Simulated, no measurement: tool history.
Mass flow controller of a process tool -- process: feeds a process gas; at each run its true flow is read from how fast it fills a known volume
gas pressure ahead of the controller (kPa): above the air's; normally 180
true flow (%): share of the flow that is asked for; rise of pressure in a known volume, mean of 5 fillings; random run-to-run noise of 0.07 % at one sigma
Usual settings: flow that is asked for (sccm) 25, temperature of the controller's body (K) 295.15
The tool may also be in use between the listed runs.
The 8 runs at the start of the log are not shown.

run,hour,flow that is asked for (sccm),gas pressure ahead of the controller (kPa),temperature of the controller's body (K),hours of work since the controller was set to zero,hours of work since the controller was changed,true flow (%)
9,1849.5,25,180,307.15,914,914,96.59
10,2177,25,230,295.15,1091,1091,97.79
11,2516.3,25,230,296.15,1275,1275,97.55
12,2837.7,25,180,295.15,1449,1449,97.33
# hour 2941.5: gauge calibrated
13,3012.5,25,180,295.15,1544,1544,98.85
14,3292.9,25,180,295.15,1696,1696,98.66
15,3556.9,25,180,295.15,1838,1838,98.42
16,3795.8,25,180,295.15,1968,1968,98.45
17,4113.2,26,194,304.15,2140,2140,97.32
18,4305.3,16,196,301.15,2244,2244,97.08
19,4601.7,25,190,295.15,2404,2404,98
20,4927.8,42,243,293.15,2581,2581,99.01
21,5259.5,5,243,296.15,2760,2760,96.43
22,5417.2,16,157,304.15,2846,2846,96.03
23,5612,8,260,297.15,2951,2951,96.44
24,5882.8,6,164,297.15,3098,3098,95.88
25,6176,32,190,307.15,3257,3257,96.23
26,6393.4,25,211,295.15,3374,3374,96.93
27,6734.1,25,211,295.15,3559,3559,96.83
28,7053.8,25,211,295.15,3732,3732,96.64
29,7369,8,211,311.15,3903,3903,93.88
30,7700.8,8,211,311.15,4082,4082,93.62
31,7971,8,211,311.15,4229,4229,93.44
32,8311.9,14,141,299.15,4413,4413,94.77

3 ways to go on from here, each from the tool as it stands after run 32. What would each give?
# hour 8567.9: controller's zero set anew
A,8650.9,26,194,302.15,45,4596,?
# hour 8567.9: controller's zero set anew
B,8650.9,20,152,305.15,45,4596,?
# hour 8567.9: controller's zero set anew
C,8650.9,5,141,299.15,45,4596,?

run,true flow (%)
A,95.04
B,94.3
C,94.16
Had the tool no hidden state, the same runs would have come out as:
run,true flow (%)
A,98.27
B,97.5
C,97.35
